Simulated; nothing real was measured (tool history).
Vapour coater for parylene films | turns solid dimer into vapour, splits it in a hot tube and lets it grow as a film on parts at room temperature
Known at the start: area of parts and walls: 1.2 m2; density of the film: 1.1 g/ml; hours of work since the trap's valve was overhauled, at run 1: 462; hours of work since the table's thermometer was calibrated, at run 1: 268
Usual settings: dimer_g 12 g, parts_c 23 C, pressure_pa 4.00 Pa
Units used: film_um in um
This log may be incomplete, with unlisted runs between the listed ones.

run,hour,dimer_g,parts_c,pressure_pa,hours of work since the trap's valve was overhauled,hours of work since the table's thermometer was calibrated,film_um
1,0.0,12,23,4.00,462,268,5.32
2,36.9,12,23,4.00,479,285,5.25
3,53.7,20,23,4.00,487,293,8.84
4,71.6,20,23,4.00,496,301,8.76
5,92.8,20,23,4.00,505,311,8.78
6,121.0,20,23,4.00,519,324,8.82
7,147.3,20,23,4.00,531,337,8.81
8,167.6,20,23,4.00,540,346,8.78
9,195.1,16,15,7.49,553,359,7.42
10,214.9,10,22,3.50,562,368,4.60
11,251.4,19,28,2.18,579,385,8.09
12,282.4,12,31,2.23,594,399,4.89
13,321.1,12,23,8.90,612,417,4.73
14,341.6,7,33,3.74,621,427,2.60

Some steps in film_um, run to run, broken into two amounts with sign: the step expected even without the hidden condition (settings, incoming material, random variation), and the rest, left for the hidden condition together with whatever gauge scatter is not in both the measured and the hidden-condition-free result:
Hidden state present: vapour lost through the trap's worn valve, %; true temperature of the parts over the reading, C; drift of the gauge itself on film_um, %.
Run 2 -> 3: dimer_g 12 -> 20. film_um +3.59 um: hidden state -0.33, all else +3.92.
Run 10 -> 11: dimer_g 10 -> 19, parts_c 22 -> 28, pressure_pa 3.50 -> 2.18. film_um +3.49 um: hidden state -0.39, all else +3.88.

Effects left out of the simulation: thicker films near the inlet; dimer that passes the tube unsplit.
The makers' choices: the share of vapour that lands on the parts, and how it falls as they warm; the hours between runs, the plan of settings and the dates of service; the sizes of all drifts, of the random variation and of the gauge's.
